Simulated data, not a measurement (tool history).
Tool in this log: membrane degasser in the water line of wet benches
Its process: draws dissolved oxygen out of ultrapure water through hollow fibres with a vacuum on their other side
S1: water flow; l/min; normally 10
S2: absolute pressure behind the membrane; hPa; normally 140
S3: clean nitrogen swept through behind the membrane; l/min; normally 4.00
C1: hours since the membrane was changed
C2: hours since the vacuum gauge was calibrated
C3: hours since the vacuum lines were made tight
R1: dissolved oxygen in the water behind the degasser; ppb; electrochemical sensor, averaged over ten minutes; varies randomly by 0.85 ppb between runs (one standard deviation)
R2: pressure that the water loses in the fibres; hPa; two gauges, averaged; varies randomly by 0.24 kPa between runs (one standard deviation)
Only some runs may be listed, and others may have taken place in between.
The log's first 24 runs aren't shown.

-- hour=5372.0 membrane cartridge changed
run 25 hour=5391.8 | S1=10 S2=140 S3=4.00 | C1=20 C2=2269 C3=9371 | R1=87.8 R2=626.7
run 26 hour=5632.4 | S1=9 S2=221 S3=2.13 | C1=260 C2=2510 C3=9611 | R1=220.7 R2=565.3
run 27 hour=5895.5 | S1=9 S2=221 S3=2.13 | C1=523 C2=2773 C3=9875 | R1=220.4 R2=570.5
run 28 hour=6152.3 | S1=9 S2=221 S3=2.13 | C1=780 C2=3030 C3=10131 | R1=225.8 R2=570.2
-- hour=6367.1 seals of the vacuum lines changed
run 29 hour=6453.2 | S1=10 S2=221 S3=5.64 | C1=1079 C2=3329 C3=86 | R1=96.1 R2=634.8
run 30 hour=6632.9 | S1=10 S2=140 S3=10.44 | C1=1259 C2=3508 C3=266 | R1=41.0 R2=637.1
run 31 hour=6773.3 | S1=13 S2=201 S3=4.00 | C1=1399 C2=3649 C3=406 | R1=176.7 R2=825.0
run 32 hour=6958.9 | S1=7 S2=222 S3=3.12 | C1=1585 C2=3834 C3=592 | R1=109.4 R2=443.0

Below are 3 alternative next runs, each starting from the tool's condition after run 32. Predict each:
-- hour=6977.6 vacuum gauge calibrated
run A hour=7136.3 | S1=11 S2=222 S3=3.12 | C1=1762 C2=159 C3=769 | R1=? R2=?
-- hour=6977.6 vacuum gauge calibrated
run B hour=7136.3 | S1=15 S2=321 S3=1.81 | C1=1762 C2=159 C3=769 | R1=? R2=?
-- hour=6977.6 vacuum gauge calibrated
run C hour=7136.3 | S1=13 S2=164 S3=10.49 | C1=1762 C2=159 C3=769 | R1=? R2=?

run=A R1=184.2 R2=700.0
run=B R1=596.3 R2=952.5
run=C R1=84.2 R2=825.7
Had the tool no hidden state, the same runs would have come out as:
run=A R1=182.4 R2=695.7
run=B R1=592.4 R2=946.7
run=C R1=82.6 R2=820.6

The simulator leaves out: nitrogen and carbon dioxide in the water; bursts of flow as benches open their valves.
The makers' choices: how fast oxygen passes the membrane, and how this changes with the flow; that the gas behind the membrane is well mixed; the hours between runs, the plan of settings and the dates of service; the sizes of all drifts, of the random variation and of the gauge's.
